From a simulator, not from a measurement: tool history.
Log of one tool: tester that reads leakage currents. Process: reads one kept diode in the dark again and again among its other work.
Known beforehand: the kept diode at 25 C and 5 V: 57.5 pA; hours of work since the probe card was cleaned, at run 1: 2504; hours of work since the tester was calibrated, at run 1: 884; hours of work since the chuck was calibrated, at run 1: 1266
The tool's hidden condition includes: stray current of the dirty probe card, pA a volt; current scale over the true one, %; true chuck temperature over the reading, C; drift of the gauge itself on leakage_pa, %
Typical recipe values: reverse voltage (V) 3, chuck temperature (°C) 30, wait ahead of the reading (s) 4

| run | hour | reverse voltage (V) | chuck temperature (°C) | wait ahead of the reading (s) | hours of work since the probe card was cleaned | hours of work since the tester was calibrated | hours of work since the chuck was calibrated | current that the tester gives (pA) |
|---|---|---|---|---|---|---|---|---|
| 1 | 0 | 3 | 30 | 4 | 2504 | 884 | 1266 | 77.88 |
| 2 | 25.1 | 3 | 30 | 4 | 2524 | 903 | 1285 | 77.99 |
|  | 34.6 | chuck's temperature calibrated |
| 3 | 50 | 3 | 30 | 4 | 2541 | 921 | 12 | 81.41 |
| 4 | 73 | 3 | 30 | 4 | 2559 | 939 | 30 | 80.74 |
| 5 | 98.1 | 3 | 30 | 4 | 2579 | 959 | 50 | 81.07 |
| 6 | 126.9 | 3 | 59 | 4 | 2602 | 981 | 72 | 656.98 |
| 7 | 154.6 | 3 | 59 | 4 | 2623 | 1003 | 94 | 653.15 |
|  | 162 | chuck's temperature calibrated, once more |
| 8 | 175.3 | 3 | 59 | 4 | 2638 | 1018 | 10 | 589.01 |
| 9 | 188.6 | 3 | 59 | 4 | 2648 | 1028 | 21 | 589.26 |
| 10 | 210.5 | 3 | 59 | 4 | 2665 | 1045 | 38 | 590.31 |
| 11 | 237 | 3.55 | 59 | 4 | 2686 | 1066 | 59 | 643.74 |
| 12 | 252.5 | 3 | 30 | 4 | 2698 | 1078 | 71 | 72.09 |
| 13 | 282.4 | 3 | 30 | 4 | 2721 | 1101 | 94 | 72.38 |
| 14 | 311.2 | 3 | 30 | 4 | 2744 | 1124 | 117 | 72.73 |
| 15 | 333.1 | 3 | 30 | 4 | 2761 | 1141 | 134 | 72.55 |
| 16 | 349.7 | 3 | 30 | 0.54 | 2774 | 1154 | 147 | 74.03 |
| 17 | 369.9 | 3 | 30 | 0.54 | 2790 | 1170 | 162 | 74.43 |
| 18 | 388.8 | 3 | 30 | 0.54 | 2805 | 1185 | 177 | 74.58 |
| 19 | 404.8 | 3 | 30 | 0.54 | 2817 | 1197 | 190 | 74.93 |
| 20 | 431.1 | 3 | 57 | 1.34 | 2838 | 1218 | 210 | 524.49 |
| 21 | 460.7 | 6.8 | 30 | 1.21 | 2861 | 1241 | 233 | 115.8 |
| 22 | 479.4 | 14.67 | 34 | 4 | 2875 | 1255 | 248 | 233.71 |
| 23 | 495.2 | 14.67 | 34 | 5.2 | 2888 | 1268 | 260 | 234.19 |
| 24 | 518.2 | 4.66 | 51 | 0.67 | 2906 | 1286 | 278 | 432.46 |
| 25 | 531.9 | 4.66 | 51 | 0.64 | 2917 | 1296 | 289 | 433.21 |
| 26 | 558.1 | 1.98 | 30 | 4 | 2937 | 1317 | 310 | 59.51 |
| 27 | 570.7 | 8.78 | 34 | 4 | 2947 | 1327 | 319 | 177.63 |
| 28 | 590.3 | 8.78 | 34 | 4 | 2962 | 1342 | 335 | 178.02 |
| 29 | 615.3 | 8.78 | 34 | 4 | 2982 | 1362 | 354 | 178.67 |
| 30 | 641.2 | 3 | 24 | 3.19 | 3002 | 1382 | 375 | 47.21 |
| 31 | 654 | 3 | 24 | 3.19 | 3012 | 1392 | 385 | 47.05 |
| 32 | 681.5 | 10.77 | 24 | 3.99 | 3033 | 1413 | 406 | 98.39 |
| 33 | 711.9 | 10.77 | 24 | 3.99 | 3057 | 1437 | 430 | 99.1 |
| 34 | 739.4 | 10.77 | 24 | 3.99 | 3079 | 1459 | 451 | 99.58 |
| 35 | 765.5 | 2.76 | 28 | 0.48 | 3099 | 1479 | 472 | 63.43 |
| 36 | 788.5 | 1.17 | 30 | 4 | 3117 | 1497 | 490 | 45.37 |
| 37 | 818 | 4.08 | 35 | 0.33 | 3140 | 1520 | 513 | 132.89 |

Measured result minus the same run's result without the hidden state. Both carry the same run-to-run variation, though not necessarily the same gauge scatter:
| run | current that the tester gives (pA) |
|---|---|
| 1 | +10.08 |
| 2 | +10.21 |
| 3 | +13.2 |
| 4 | +13.2 |
| 5 | +13.36 |
| 6 | +69.98 |
| 7 | +70.32 |
| 8 | +1.96 |
| 9 | +2.3 |
| 10 | +2.93 |
| 11 | +4.4 |
| 12 | +4.47 |
| 13 | +4.62 |
| 14 | +4.78 |
| 15 | +4.88 |
| 16 | +4.93 |
| 17 | +5.04 |
| 18 | +5.15 |
| 19 | +5.24 |
| 20 | +8.6 |
| 21 | +11.9 |
| 22 | +25.75 |
| 23 | +26.1 |
| 24 | +12.43 |
| 25 | +12.73 |
| 26 | +4.15 |
| 27 | +16.96 |
| 28 | +17.22 |
| 29 | +17.54 |
| 30 | +5.87 |
| 31 | +5.9 |
| 32 | +19.84 |
| 33 | +20.17 |
| 34 | +20.5 |
| 35 | +6.26 |
| 36 | +3.23 |
| 37 | +10.48 |

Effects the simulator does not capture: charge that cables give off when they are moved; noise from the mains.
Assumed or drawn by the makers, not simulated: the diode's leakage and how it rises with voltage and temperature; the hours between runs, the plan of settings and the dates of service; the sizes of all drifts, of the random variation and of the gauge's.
